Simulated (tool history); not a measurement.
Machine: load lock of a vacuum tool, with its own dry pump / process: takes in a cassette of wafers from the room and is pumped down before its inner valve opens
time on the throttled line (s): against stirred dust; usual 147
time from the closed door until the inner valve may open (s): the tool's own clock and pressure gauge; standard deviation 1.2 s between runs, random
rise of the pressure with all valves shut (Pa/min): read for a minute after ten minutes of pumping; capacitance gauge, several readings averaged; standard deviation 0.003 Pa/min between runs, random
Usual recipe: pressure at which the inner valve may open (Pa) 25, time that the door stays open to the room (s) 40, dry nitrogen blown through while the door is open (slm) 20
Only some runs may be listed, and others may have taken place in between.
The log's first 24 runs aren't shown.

run	hour	time on the throttled line (s)	pressure at which the inner valve may open (Pa)	time that the door stays open to the room (s)	dry nitrogen blown through while the door is open (slm)	hours that the pump has run since its overhaul	times that the door has closed on its seal	incoming humidity of the room's air, %	time from the closed door until the inner valve may open (s)	rise of the pressure with all valves shut (Pa/min)
25	4332.6	110	26	64	20	5393	9767	46.3	170.4	0.094
26	4545.2	110	26	64	20	5606	10061	42.4	171.2	0.095
27	4751.0	142	26	39	20	5812	10347	47.2	197.3	0.091
28	4942.2	142	26	144	10	6003	10611	44.8	198.6	0.136
29	5057.1	142	26	144	10	6118	10770	45.1	200.3	0.142
30	5236.4	142	19	144	10	6297	11019	44.1	203.0	0.133
31	5367.5	98	25	40	20	6428	11200	47.3	163.3	0.091
32	5479.5	98	25	40	20	6540	11355	47.7	161.4	0.097
33	5586.1	150	38	76	9	6647	11503	44.0	204.9	0.121
34	5726.6	147	25	40	29	6787	11698	44.2	204.2	0.082
35	5973.0	87	23	40	41	7034	12039	43.4	154.0	0.087

What if the next run were any one of these 3? Each begins from the tool's condition after run 35:
A	6103.9	128	23	139	30	7165	12220	43.3	?	?
B	6103.9	198	23	40	41	7165	12220	44.7	?	?
C	6103.9	87	42	118	11	7165	12220	43.2	?	?

run	time from the closed door until the inner valve may open (s)	rise of the pressure with all valves shut (Pa/min)
A	188.4	0.117
B	249.4	0.083
C	148.5	0.129
Stripped of hidden state, with their random variation kept, the same runs would have yielded:
run	time from the closed door until the inner valve may open (s)	rise of the pressure with all valves shut (Pa/min)
A	181.1	0.062
B	243.3	0.030
C	141.3	0.075

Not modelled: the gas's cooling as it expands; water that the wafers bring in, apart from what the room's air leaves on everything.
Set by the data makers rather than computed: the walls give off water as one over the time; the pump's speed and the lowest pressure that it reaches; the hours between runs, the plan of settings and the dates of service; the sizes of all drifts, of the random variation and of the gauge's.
